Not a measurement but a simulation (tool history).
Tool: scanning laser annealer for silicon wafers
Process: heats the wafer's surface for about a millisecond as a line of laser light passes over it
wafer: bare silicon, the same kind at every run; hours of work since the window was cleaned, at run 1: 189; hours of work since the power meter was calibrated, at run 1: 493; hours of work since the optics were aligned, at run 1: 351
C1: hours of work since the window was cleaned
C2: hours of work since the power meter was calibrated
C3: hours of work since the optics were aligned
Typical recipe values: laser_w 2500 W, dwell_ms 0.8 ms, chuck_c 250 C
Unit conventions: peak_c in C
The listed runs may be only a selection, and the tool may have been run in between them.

run 1 hour=0 | laser_w=2500 dwell_ms=0.8 chuck_c=250 | C1=189 C2=493 C3=351 | peak_c=1035
run 2 hour=47.2 | laser_w=2500 dwell_ms=0.8 chuck_c=250 | C1=209 C2=513 C3=371 | peak_c=1035
run 3 hour=70.4 | laser_w=2500 dwell_ms=0.8 chuck_c=250 | C1=219 C2=523 C3=381 | peak_c=1037
run 4 hour=116 | laser_w=2500 dwell_ms=0.8 chuck_c=250 | C1=239 C2=542 C3=400 | peak_c=1040
run 5 hour=137.9 | laser_w=2500 dwell_ms=0.8 chuck_c=250 | C1=248 C2=551 C3=409 | peak_c=1038
run 6 hour=174.4 | laser_w=2297 dwell_ms=0.8 chuck_c=250 | C1=264 C2=567 C3=425 | peak_c=969
run 7 hour=196.6 | laser_w=2297 dwell_ms=0.8 chuck_c=250 | C1=273 C2=576 C3=434 | peak_c=963
run 8 hour=241 | laser_w=2297 dwell_ms=0.8 chuck_c=250 | C1=292 C2=595 C3=453 | peak_c=964
-- hour=266.2 window over the wafer cleaned
run 9 hour=278 | laser_w=2500 dwell_ms=0.8 chuck_c=250 | C1=5 C2=610 C3=468 | peak_c=1037
run 10 hour=308.1 | laser_w=2500 dwell_ms=0.8 chuck_c=250 | C1=18 C2=623 C3=481 | peak_c=1036
run 11 hour=337.4 | laser_w=2500 dwell_ms=0.8 chuck_c=250 | C1=30 C2=636 C3=494 | peak_c=1037
run 12 hour=379.3 | laser_w=2500 dwell_ms=0.8 chuck_c=250 | C1=48 C2=654 C3=512 | peak_c=1039
run 13 hour=419.6 | laser_w=2675 dwell_ms=0.8 chuck_c=267 | C1=65 C2=671 C3=529 | peak_c=1117
run 14 hour=450.3 | laser_w=2675 dwell_ms=0.8 chuck_c=267 | C1=79 C2=684 C3=542 | peak_c=1118
run 15 hour=485.4 | laser_w=2736 dwell_ms=0.648 chuck_c=222 | C1=94 C2=699 C3=557 | peak_c=995
run 16 hour=504.9 | laser_w=2564 dwell_ms=0.62 chuck_c=250 | C1=102 C2=707 C3=565 | peak_c=949
run 17 hour=528.5 | laser_w=2564 dwell_ms=0.62 chuck_c=250 | C1=112 C2=717 C3=575 | peak_c=949
run 18 hour=552.7 | laser_w=2359 dwell_ms=0.632 chuck_c=221 | C1=122 C2=728 C3=586 | peak_c=869
run 19 hour=600.2 | laser_w=2374 dwell_ms=0.591 chuck_c=256 | C1=143 C2=748 C3=606 | peak_c=883
run 20 hour=645.4 | laser_w=2488 dwell_ms=0.981 chuck_c=256 | C1=162 C2=767 C3=625 | peak_c=1135
run 21 hour=689 | laser_w=2488 dwell_ms=0.981 chuck_c=256 | C1=180 C2=786 C3=644 | peak_c=1133
run 22 hour=735.1 | laser_w=2669 dwell_ms=0.8 chuck_c=250 | C1=200 C2=805 C3=663 | peak_c=1097
run 23 hour=754.5 | laser_w=2500 dwell_ms=0.654 chuck_c=247 | C1=208 C2=814 C3=672 | peak_c=952
run 24 hour=800.8 | laser_w=2575 dwell_ms=0.99 chuck_c=250 | C1=228 C2=833 C3=691 | peak_c=1168

Alternative continuations, all from the tool just after run 24; predict every row:
run A hour=838.7 | laser_w=2637 dwell_ms=0.57 chuck_c=250 | C1=244 C2=850 C3=708 | peak_c=?
run B hour=838.7 | laser_w=2500 dwell_ms=0.661 chuck_c=273 | C1=244 C2=850 C3=708 | peak_c=?
run C hour=838.7 | laser_w=2500 dwell_ms=0.8 chuck_c=256 | C1=244 C2=850 C3=708 | peak_c=?
run D hour=838.7 | laser_w=2207 dwell_ms=0.8 chuck_c=250 | C1=244 C2=850 C3=708 | peak_c=?
run E hour=838.7 | laser_w=2379 dwell_ms=0.84 chuck_c=264 | C1=244 C2=850 C3=708 | peak_c=?

run=A peak_c=940
run=B peak_c=978
run=C peak_c=1044
run=D peak_c=933
run=E peak_c=1030
Without the tool's unlogged condition, the same runs would have read:
run=A peak_c=941
run=B peak_c=979
run=C peak_c=1045
run=D peak_c=934
run=E peak_c=1031
